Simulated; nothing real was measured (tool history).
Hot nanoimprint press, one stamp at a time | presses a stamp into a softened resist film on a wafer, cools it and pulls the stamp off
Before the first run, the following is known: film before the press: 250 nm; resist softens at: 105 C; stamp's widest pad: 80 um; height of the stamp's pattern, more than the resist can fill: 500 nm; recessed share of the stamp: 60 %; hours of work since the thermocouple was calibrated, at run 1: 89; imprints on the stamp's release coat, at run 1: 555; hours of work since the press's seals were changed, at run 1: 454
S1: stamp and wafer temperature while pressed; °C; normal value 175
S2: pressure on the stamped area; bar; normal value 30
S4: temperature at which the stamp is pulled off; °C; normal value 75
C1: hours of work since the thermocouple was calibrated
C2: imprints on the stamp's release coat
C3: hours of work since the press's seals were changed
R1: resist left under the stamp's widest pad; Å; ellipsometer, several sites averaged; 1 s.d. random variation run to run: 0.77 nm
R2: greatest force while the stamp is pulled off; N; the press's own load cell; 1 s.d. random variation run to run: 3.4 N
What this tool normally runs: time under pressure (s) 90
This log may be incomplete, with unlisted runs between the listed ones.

Run 1, hour 0: usual settings; C1 89; C2 555; C3 454. Result: R1 1297 Å, R2 157 N.
Run 2, hour 53.3: usual settings but time under pressure (s) 46; C1 112; C2 631; C3 477. Result: R1 1609 Å, R2 161 N.
Run 3, hour 104.3: usual settings but time under pressure (s) 46; C1 134; C2 704; C3 498. Result: R1 1618 Å, R2 156 N.
Run 4, hour 134.2: usual settings but time under pressure (s) 46; C1 146; C2 747; C3 511. Result: R1 1617 Å, R2 161 N.
At hour 148.1: stamp cleaned and given a new release coat.
At hour 177: press's hydraulic seals changed and the load cell set to zero.
Run 5, hour 182.3: usual settings but time under pressure (s) 46; C1 161; C2 38; C3 2. Result: R1 1616 Å, R2 163 N.
Run 6, hour 233.7: usual settings but time under pressure (s) 46; C1 183; C2 111; C3 24. Result: R1 1618 Å, R2 160 N.
Run 7, hour 273.4: usual settings; C1 200; C2 168; C3 41. Result: R1 1291 Å, R2 162 N.
Run 8, hour 319.8: usual settings; C1 219; C2 234; C3 61. Result: R1 1292 Å, R2 159 N.
Run 9, hour 358.7: usual settings but S4 62 °C; C1 236; C2 289; C3 77. Result: R1 1296 Å, R2 205 N.
Run 10, hour 390.9: usual settings; C1 250; C2 335; C3 91. Result: R1 1291 Å, R2 163 N.
Run 11, hour 433.7: usual settings; C1 268; C2 396; C3 109. Result: R1 1297 Å, R2 160 N.
Run 12, hour 479: usual settings but S2 47.3 bar; C1 287; C2 461; C3 129. Result: R1 1087 Å, R2 162 N.
Run 13, hour 511.3: usual settings but S2 47.3 bar; C1 301; C2 507; C3 142. Result: R1 1081 Å, R2 170 N.
Run 14, hour 546.5: usual settings but S2 47.3 bar; C1 316; C2 557; C3 157. Result: R1 1079 Å, R2 167 N.
Run 15, hour 595.6: usual settings but S2 47.3 bar; C1 337; C2 627; C3 178. Result: R1 1092 Å, R2 160 N.
Run 16, hour 653.4: usual settings but S1 186 °C, S2 47.3 bar, S4 76 °C; C1 361; C2 710; C3 203. Result: R1 658 Å, R2 158 N.
At hour 692.6: stamp cleaned and given a new release coat.
Run 17, hour 722.4: usual settings but S1 180 °C, S2 47.3 bar, time under pressure (s) 111, S4 81 °C; C1 388; C2 43; C3 230. Result: R1 776 Å, R2 142 N.
Run 18, hour 783.6: usual settings but S2 40.4 bar, time under pressure (s) 93; C1 414; C2 130; C3 256. Result: R1 1149 Å, R2 165 N.
Run 19, hour 839.3: usual settings but S2 40.4 bar, time under pressure (s) 93; C1 438; C2 209; C3 279. Result: R1 1141 Å, R2 159 N.
Run 20, hour 898.1: usual settings but time under pressure (s) 127, S4 66 °C; C1 463; C2 293; C3 304. Result: R1 1143 Å, R2 190 N.
At hour 929.1: plate thermocouple calibrated.
Run 21, hour 965.8: usual settings but S1 181 °C, S2 26.3 bar, time under pressure (s) 73, S4 66 °C; C1 16; C2 386; C3 332. Result: R1 1161 Å, R2 192 N.
Run 22, hour 1028.7: usual settings but S1 187 °C, S2 34 bar, time under pressure (s) 125, S4 71 °C; C1 42; C2 476; C3 359. Result: R1 638 Å, R2 176 N.
Run 23, hour 1066: usual settings but S1 187 °C, S2 34 bar, time under pressure (s) 125, S4 71 °C; C1 58; C2 529; C3 375. Result: R1 631 Å, R2 171 N.
Run 24, hour 1106.5: usual settings but S1 187 °C, S2 34 bar, time under pressure (s) 125, S4 71 °C; C1 75; C2 587; C3 392. Result: R1 645 Å, R2 178 N.
Run 25, hour 1151.5: usual settings but S2 26.6 bar, time under pressure (s) 59; C1 95; C2 651; C3 411. Result: R1 1559 Å, R2 166 N.
Run 26, hour 1186.9: usual settings but S2 26.6 bar, time under pressure (s) 59; C1 110; C2 701; C3 426. Result: R1 1572 Å, R2 166 N.
At hour 1232.3: stamp cleaned and given a new release coat.
Run 27, hour 1237: usual settings but S2 26.6 bar, time under pressure (s) 59; C1 128; C2 7; C3 445. Result: R1 1551 Å, R2 165 N.

Predict the results of run 28:
Run 28, hour 1265.7: usual settings but time under pressure (s) 68; C1 141; C2 48; C3 457. Result: R1 ?, R2 ?.

Run 28 measured R1 1424 Å, R2 160 N.
With no hidden state in the tool, this same run would have given R1 1425 Å, R2 160 N.
